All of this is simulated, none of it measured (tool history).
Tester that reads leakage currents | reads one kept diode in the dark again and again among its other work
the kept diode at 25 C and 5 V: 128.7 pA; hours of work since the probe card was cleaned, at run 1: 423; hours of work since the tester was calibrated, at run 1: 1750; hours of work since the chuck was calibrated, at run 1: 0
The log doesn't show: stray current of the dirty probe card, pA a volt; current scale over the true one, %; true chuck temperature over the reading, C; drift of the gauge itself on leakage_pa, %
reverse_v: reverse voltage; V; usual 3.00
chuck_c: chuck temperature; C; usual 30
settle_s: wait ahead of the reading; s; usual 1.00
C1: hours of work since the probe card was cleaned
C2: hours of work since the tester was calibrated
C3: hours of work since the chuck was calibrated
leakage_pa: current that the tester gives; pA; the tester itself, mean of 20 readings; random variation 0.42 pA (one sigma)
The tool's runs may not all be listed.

{"run": 1, "day": 0.0, "reverse_v": 3.0, "chuck_c": 30, "settle_s": 1.0, "C1": 423, "C2": 1750, "C3": 0, "leakage_pa": 140.54}
{"run": 2, "day": 3.538, "reverse_v": 3.0, "chuck_c": 30, "settle_s": 1.0, "C1": 474, "C2": 1800, "C3": 50, "leakage_pa": 140.24}
{"run": 3, "day": 6.996, "reverse_v": 3.0, "chuck_c": 56, "settle_s": 1.0, "C1": 523, "C2": 1850, "C3": 99, "leakage_pa": 768.48}
{"run": 4, "day": 10.838, "reverse_v": 3.0, "chuck_c": 56, "settle_s": 1.0, "C1": 577, "C2": 1904, "C3": 154, "leakage_pa": 767.18}
{"run": 5, "day": 16.15, "reverse_v": 3.0, "chuck_c": 56, "settle_s": 1.0, "C1": 653, "C2": 1980, "C3": 229, "leakage_pa": 767.83}
{"run": 6, "day": 19.075, "reverse_v": 3.0, "chuck_c": 56, "settle_s": 1.0, "C1": 694, "C2": 2021, "C3": 271, "leakage_pa": 764.5}
{"run": 7, "day": 23.908, "reverse_v": 3.0, "chuck_c": 56, "settle_s": 1.0, "C1": 763, "C2": 2090, "C3": 340, "leakage_pa": 762.86}
{"run": 8, "day": 27.767, "reverse_v": 3.0, "chuck_c": 30, "settle_s": 1.0, "C1": 818, "C2": 2145, "C3": 394, "leakage_pa": 138.87}
{"run": 9, "day": 32.658, "reverse_v": 3.0, "chuck_c": 30, "settle_s": 1.0, "C1": 887, "C2": 2214, "C3": 464, "leakage_pa": 138.47}
{"run": 10, "day": 38.083, "reverse_v": 13.61, "chuck_c": 22, "settle_s": 0.46, "C1": 964, "C2": 2291, "C3": 541, "leakage_pa": 189.57}
{"run": 11, "day": 44.104, "reverse_v": 13.61, "chuck_c": 22, "settle_s": 0.46, "C1": 1050, "C2": 2377, "C3": 626, "leakage_pa": 190.21}
{"day": 45.012, "done": "probe card cleaned and baked"}
{"run": 12, "day": 48.812, "reverse_v": 2.07, "chuck_c": 46, "settle_s": 0.42, "C1": 54, "C2": 2442, "C3": 692, "leakage_pa": 327.82}
{"run": 13, "day": 52.038, "reverse_v": 19.35, "chuck_c": 43, "settle_s": 0.41, "C1": 100, "C2": 2488, "C3": 737, "leakage_pa": 963.72}
{"run": 14, "day": 57.221, "reverse_v": 19.35, "chuck_c": 43, "settle_s": 0.41, "C1": 173, "C2": 2561, "C3": 811, "leakage_pa": 958.07}
{"run": 15, "day": 61.6, "reverse_v": 14.33, "chuck_c": 44, "settle_s": 1.0, "C1": 236, "C2": 2623, "C3": 873, "leakage_pa": 863.12}
{"run": 16, "day": 66.238, "reverse_v": 4.89, "chuck_c": 49, "settle_s": 1.0, "C1": 302, "C2": 2689, "C3": 939, "leakage_pa": 645.12}

Forecast each of these 4 alternatives for the next run:
{"run": "A", "day": 68.862, "reverse_v": 6.89, "chuck_c": 28, "settle_s": 4.98, "C1": 339, "C2": 2727, "C3": 976, "leakage_pa": "?"}
{"run": "B", "day": 68.862, "reverse_v": 4.89, "chuck_c": 41, "settle_s": 2.88, "C1": 339, "C2": 2727, "C3": 976, "leakage_pa": "?"}
{"run": "C", "day": 68.862, "reverse_v": 14.26, "chuck_c": 30, "settle_s": 1.0, "C1": 339, "C2": 2727, "C3": 976, "leakage_pa": "?"}
{"run": "D", "day": 68.862, "reverse_v": 1.39, "chuck_c": 48, "settle_s": 1.0, "C1": 339, "C2": 2727, "C3": 976, "leakage_pa": "?"}

run=A leakage_pa=188.70
run=B leakage_pa=382.47
run=C leakage_pa=332.51
run=D leakage_pa=297.24
Without the tool's hidden state the same runs would have given:
run=A leakage_pa=192.61
run=B leakage_pa=391.51
run=C leakage_pa=338.85
run=D leakage_pa=304.47

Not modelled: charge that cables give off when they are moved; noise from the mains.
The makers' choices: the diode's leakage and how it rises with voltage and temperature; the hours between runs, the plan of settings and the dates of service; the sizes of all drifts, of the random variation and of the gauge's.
